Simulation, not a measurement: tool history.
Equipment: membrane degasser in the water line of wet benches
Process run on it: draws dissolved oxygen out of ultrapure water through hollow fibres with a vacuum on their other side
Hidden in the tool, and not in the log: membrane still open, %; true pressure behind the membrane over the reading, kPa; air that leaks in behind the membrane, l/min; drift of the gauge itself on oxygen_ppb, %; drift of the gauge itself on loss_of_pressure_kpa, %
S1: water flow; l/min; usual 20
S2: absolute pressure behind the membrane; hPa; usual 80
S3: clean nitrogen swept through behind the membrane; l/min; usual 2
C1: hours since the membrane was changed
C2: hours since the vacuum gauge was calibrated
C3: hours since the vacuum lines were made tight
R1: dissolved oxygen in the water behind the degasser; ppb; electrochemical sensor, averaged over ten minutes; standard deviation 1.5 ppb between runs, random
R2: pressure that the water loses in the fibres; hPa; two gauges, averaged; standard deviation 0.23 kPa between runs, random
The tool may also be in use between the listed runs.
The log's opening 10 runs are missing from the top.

Run 11, hour 809.1: usual settings but S1 14 l/min; C1 2879; C2 1373; C3 11621. Result: R1 86.7 ppb, R2 407.7 hPa.
Run 12, hour 888.6: usual settings but S1 14 l/min; C1 2959; C2 1453; C3 11700. Result: R1 86.2 ppb, R2 405.5 hPa.
Run 13, hour 937.6: usual settings but S1 14 l/min; C1 3008; C2 1502; C3 11749. Result: R1 87.2 ppb, R2 408.9 hPa.
Run 14, hour 1016.2: usual settings; C1 3086; C2 1580; C3 11828. Result: R1 146.6 ppb, R2 585.8 hPa.
Run 15, hour 1079.3: usual settings; C1 3150; C2 1644; C3 11891. Result: R1 143.6 ppb, R2 584.4 hPa.
Run 16, hour 1184: usual settings; C1 3254; C2 1748; C3 11996. Result: R1 145.7 ppb, R2 590.8 hPa.
Run 17, hour 1286: usual settings but S1 13 l/min, S2 165.2 hPa, S3 0.81 l/min; C1 3356; C2 1850; C3 12098. Result: R1 471 ppb, R2 376.8 hPa.
Run 18, hour 1379.7: usual settings but S1 13 l/min, S2 165.2 hPa, S3 0.81 l/min; C1 3450; C2 1944; C3 12192. Result: R1 484.4 ppb, R2 383 hPa.
Run 19, hour 1443.7: usual settings but S1 13 l/min, S2 165.2 hPa, S3 0.81 l/min; C1 3514; C2 2008; C3 12256. Result: R1 469.8 ppb, R2 378.8 hPa.
Run 20, hour 1530.8: usual settings but S1 26 l/min, S2 52.4 hPa, S3 5.46 l/min; C1 3601; C2 2095; C3 12343. Result: R1 118.5 ppb, R2 758.1 hPa.
Run 21, hour 1575.8: usual settings; C1 3646; C2 2140; C3 12388. Result: R1 149.1 ppb, R2 585.6 hPa.
Run 22, hour 1648.5: usual settings; C1 3719; C2 2213; C3 12460. Result: R1 149.9 ppb, R2 585.7 hPa.
Run 23, hour 1739.9: usual settings but S1 19 l/min, S2 134.5 hPa; C1 3810; C2 2304; C3 12552. Result: R1 256.8 ppb, R2 557.5 hPa.
Run 24, hour 1808.8: usual settings but S1 22 l/min, S2 130.3 hPa, S3 5.2 l/min; C1 3879; C2 2373; C3 12621. Result: R1 151.2 ppb, R2 645.8 hPa.
Run 25, hour 1876.9: usual settings but S1 22 l/min, S2 130.3 hPa, S3 5.2 l/min; C1 3947; C2 2441; C3 12689. Result: R1 150.5 ppb, R2 646.5 hPa.
Run 26, hour 1937: usual settings but S1 26 l/min, S2 189.7 hPa, S3 3.05 l/min; C1 4007; C2 2501; C3 12749. Result: R1 399.9 ppb, R2 761.7 hPa.
Run 27, hour 2034.3: usual settings but S1 17 l/min, S2 109 hPa; C1 4104; C2 2599; C3 12846. Result: R1 172.3 ppb, R2 497.3 hPa.
Run 28, hour 2105: usual settings but S2 63.8 hPa, S3 4.37 l/min; C1 4175; C2 2669; C3 12917. Result: R1 71 ppb, R2 586.1 hPa.
Run 29, hour 2194.2: usual settings but S1 16 l/min, S2 171 hPa, S3 2.81 l/min; C1 4264; C2 2758; C3 13006. Result: R1 203.5 ppb, R2 469.4 hPa.
Run 30, hour 2271.2: usual settings but S1 21 l/min, S2 55.7 hPa; C1 4341; C2 2835; C3 13083. Result: R1 102.5 ppb, R2 621.1 hPa.
Run 31, hour 2358.9: usual settings but S1 21 l/min, S2 154.3 hPa, S3 4.69 l/min; C1 4429; C2 2923; C3 13171. Result: R1 174 ppb, R2 615.4 hPa.
Run 32, hour 2413.8: usual settings but S1 21 l/min, S2 154.3 hPa, S3 4.69 l/min; C1 4484; C2 2978; C3 13226. Result: R1 173 ppb, R2 615.5 hPa.

What if the next run were any one of these 4? Each begins from the tool's condition after run 32:
Run A, hour 2459.3: usual settings but S1 23 l/min, S2 135.8 hPa, S3 2.11 l/min; C1 4529; C2 3024; C3 13271. Result: R1 ?, R2 ?.
Run B, hour 2459.3: usual settings but S1 21 l/min, S2 112.7 hPa, S3 4.69 l/min; C1 4529; C2 3024; C3 13271. Result: R1 ?, R2 ?.
Run C, hour 2459.3: usual settings but S1 14 l/min, S2 51.4 hPa, S3 0.88 l/min; C1 4529; C2 3024; C3 13271. Result: R1 ?, R2 ?.
Run D, hour 2459.3: usual settings but S1 19 l/min, S2 154.3 hPa, S3 2.23 l/min; C1 4529; C2 3024; C3 13271. Result: R1 ?, R2 ?.

run     R1     R2
  A  319.9  678.7
  B  130.1  615.7
  C   75.4  409.1
  D  272.7  558.1
What these runs would have given with no unlogged condition in the tool:
run     R1     R2
  A  314.9  670.1
  B  126.7  607.8
  C   74.9  403.9
  D  268.9    551
